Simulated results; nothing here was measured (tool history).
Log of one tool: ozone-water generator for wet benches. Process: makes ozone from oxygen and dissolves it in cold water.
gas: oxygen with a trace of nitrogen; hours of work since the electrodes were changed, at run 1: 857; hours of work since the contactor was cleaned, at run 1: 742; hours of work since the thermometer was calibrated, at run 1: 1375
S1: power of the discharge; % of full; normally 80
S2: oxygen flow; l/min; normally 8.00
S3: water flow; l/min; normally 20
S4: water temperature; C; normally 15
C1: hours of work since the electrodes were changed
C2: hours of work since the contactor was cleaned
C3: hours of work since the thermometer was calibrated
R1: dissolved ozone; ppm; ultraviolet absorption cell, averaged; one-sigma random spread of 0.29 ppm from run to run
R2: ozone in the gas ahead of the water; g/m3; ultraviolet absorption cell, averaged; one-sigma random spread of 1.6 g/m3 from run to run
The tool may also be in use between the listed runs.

run	day	S1	S2	S3	S4	C1	C2	C3	R1	R2
1	0.000	80	8.00	20	15	857	742	1375	43.7	294.1
2	0.554	80	8.00	20	15	870	755	1387	44.2	294.7
3	1.238	80	8.00	20	15	885	770	1402	43.5	293.9
4	2.025	80	8.00	20	15	903	788	1420	43.7	291.4
5	2.812	80	8.00	20	20	920	805	1438	40.1	292.0
6	3.892	80	6.50	20	20	944	830	1462	39.4	314.0
7	4.933	80	6.28	20	15	968	853	1485	43.2	319.3
8	6.242	80	5.30	20	15	997	882	1515	41.2	338.3
9	7.000	80	5.30	20	15	1014	899	1532	41.0	339.9
10	8.083	80	8.00	20	15	1039	924	1556	43.8	290.0
11	8.854	80	8.00	20	15	1056	941	1573	43.9	290.1
12	10.021	80	8.00	20	15	1082	967	1600	43.9	291.2
13	11.329	80	8.00	20	15	1112	997	1629	43.6	292.4
14	11.954	80	8.00	20	14	1126	1011	1643	44.5	289.9
15	13.167	80	8.00	20	14	1153	1038	1670	44.4	291.9
16	14.379	80	8.00	20	14	1180	1065	1698	44.1	288.6
17	15.046	80	8.00	20	14	1195	1080	1713	44.0	289.9
18	16.042	64	7.77	13	9	1217	1102	1735	53.1	241.8
19	17.088	64	7.77	13	9	1241	1126	1758	52.5	241.4
20	18.233	64	7.77	13	9	1267	1152	1784	52.0	239.9
21	19.283	64	7.77	13	9	1290	1175	1808	53.0	237.7
22	20.592	76	7.77	27	10	1320	1205	1837	34.7	277.4
23	21.458	80	8.00	13	14	1339	1224	1857	58.3	284.9
24	22.088	80	8.00	13	14	1353	1238	1871	58.5	287.9
25	23.371	70	8.24	14	8	1382	1267	1900	55.3	252.3
26	23.988	70	8.24	14	22	1396	1281	1913	41.8	252.4
27	24.754	80	6.12	12	8	1413	1298	1931	66.9	320.8
28	26.071	80	6.12	12	8	1443	1328	1960	67.1	315.5
29	26.842	80	6.12	24	8	1460	1345	1978	38.6	316.9
30	27.567	80	6.12	24	8	1476	1361	1994	39.2	314.3
31	28.375	89	13.43	20	15	1495	1380	2012	48.8	262.8
32	29.388	80	7.06	26	15	1517	1402	2035	34.2	299.3
33	30.117	45	8.00	25	15	1534	1419	2051	21.8	172.8

Alternative continuations, all from the tool just after run 33; predict every row:
A	30.858	53	8.00	20	15	1550	1435	2068	?	?
B	30.858	80	8.00	13	7	1550	1435	2068	?	?
C	30.858	80	8.00	20	7	1550	1435	2068	?	?

run	R1	R2
A	29.8	199.5
B	65.6	284.7
C	48.6	286.2
Stripped of hidden state, with their random variation kept, the same runs would have yielded:
run	R1	R2
A	31.3	207.5
B	70.1	302.0
C	52.0	303.6

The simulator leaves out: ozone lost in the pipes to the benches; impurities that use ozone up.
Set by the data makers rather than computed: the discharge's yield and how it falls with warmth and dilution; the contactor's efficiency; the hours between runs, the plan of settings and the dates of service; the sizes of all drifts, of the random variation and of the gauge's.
